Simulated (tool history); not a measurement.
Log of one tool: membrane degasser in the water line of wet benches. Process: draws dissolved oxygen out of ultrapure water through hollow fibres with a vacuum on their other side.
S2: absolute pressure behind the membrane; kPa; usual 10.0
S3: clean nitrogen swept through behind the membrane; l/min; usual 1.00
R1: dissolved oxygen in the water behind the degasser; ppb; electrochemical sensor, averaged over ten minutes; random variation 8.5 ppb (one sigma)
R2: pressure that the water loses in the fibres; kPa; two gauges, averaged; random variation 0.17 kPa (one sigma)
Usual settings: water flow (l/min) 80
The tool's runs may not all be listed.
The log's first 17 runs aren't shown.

run 18 hour=859.3 | water_flow_(l/min)=80 S2=10.8 S3=2.80 | R1=450.4 R2=28.03
run 19 hour=936.7 | water_flow_(l/min)=84 S2=7.8 S3=2.80 | R1=295.7 R2=29.74
run 20 hour=999.7 | water_flow_(l/min)=84 S2=11.1 S3=2.80 | R1=487.2 R2=29.54
run 21 hour=1042.7 | water_flow_(l/min)=80 S2=10.0 S3=0.56 | R1=1188.3 R2=28.40
run 22 hour=1109.3 | water_flow_(l/min)=80 S2=10.0 S3=0.56 | R1=1194.3 R2=28.54
run 23 hour=1152.9 | water_flow_(l/min)=81 S2=10.0 S3=0.67 | R1=1094.7 R2=28.52
run 24 hour=1200.3 | water_flow_(l/min)=75 S2=6.3 S3=0.41 | R1=658.1 R2=26.21
run 25 hour=1241.9 | water_flow_(l/min)=75 S2=6.3 S3=0.41 | R1=660.4 R2=26.62
run 26 hour=1281.4 | water_flow_(l/min)=83 S2=24.3 S3=0.67 | R1=2823.7 R2=29.28
-- hour=1311.7 seals of the vacuum lines changed
run 27 hour=1362.5 | water_flow_(l/min)=83 S2=7.9 S3=2.01 | R1=396.4 R2=29.71
run 28 hour=1435.3 | water_flow_(l/min)=50 S2=7.1 S3=1.93 | R1=217.4 R2=17.82
run 29 hour=1507.0 | water_flow_(l/min)=66 S2=7.1 S3=1.93 | R1=276.5 R2=23.28
run 30 hour=1572.6 | water_flow_(l/min)=82 S2=7.8 S3=1.90 | R1=405.2 R2=29.20
run 31 hour=1618.0 | water_flow_(l/min)=99 S2=22.1 S3=0.44 | R1=3386.2 R2=35.04
run 32 hour=1654.5 | water_flow_(l/min)=87 S2=22.1 S3=0.44 | R1=3221.8 R2=30.91

4 ways to go on from here, each from the tool as it stands after run 32. What would each give?
run A hour=1713.2 | water_flow_(l/min)=87 S2=15.8 S3=0.44 | R1=? R2=?
run B hour=1713.2 | water_flow_(l/min)=125 S2=20.4 S3=1.86 | R1=? R2=?
run C hour=1713.2 | water_flow_(l/min)=80 S2=10.0 S3=0.68 | R1=? R2=?
run D hour=1713.2 | water_flow_(l/min)=80 S2=19.7 S3=1.00 | R1=? R2=?

run=A R1=2418.2 R2=30.89
run=B R1=1727.2 R2=44.41
run=C R1=1075.4 R2=28.40
run=D R1=1861.4 R2=28.26
Without the tool's hidden state the same runs would have given:
run=A R1=2394.7 R2=29.56
run=B R1=1708.9 R2=42.50
run=C R1=1052.6 R2=27.17
run=D R1=1846.2 R2=27.04
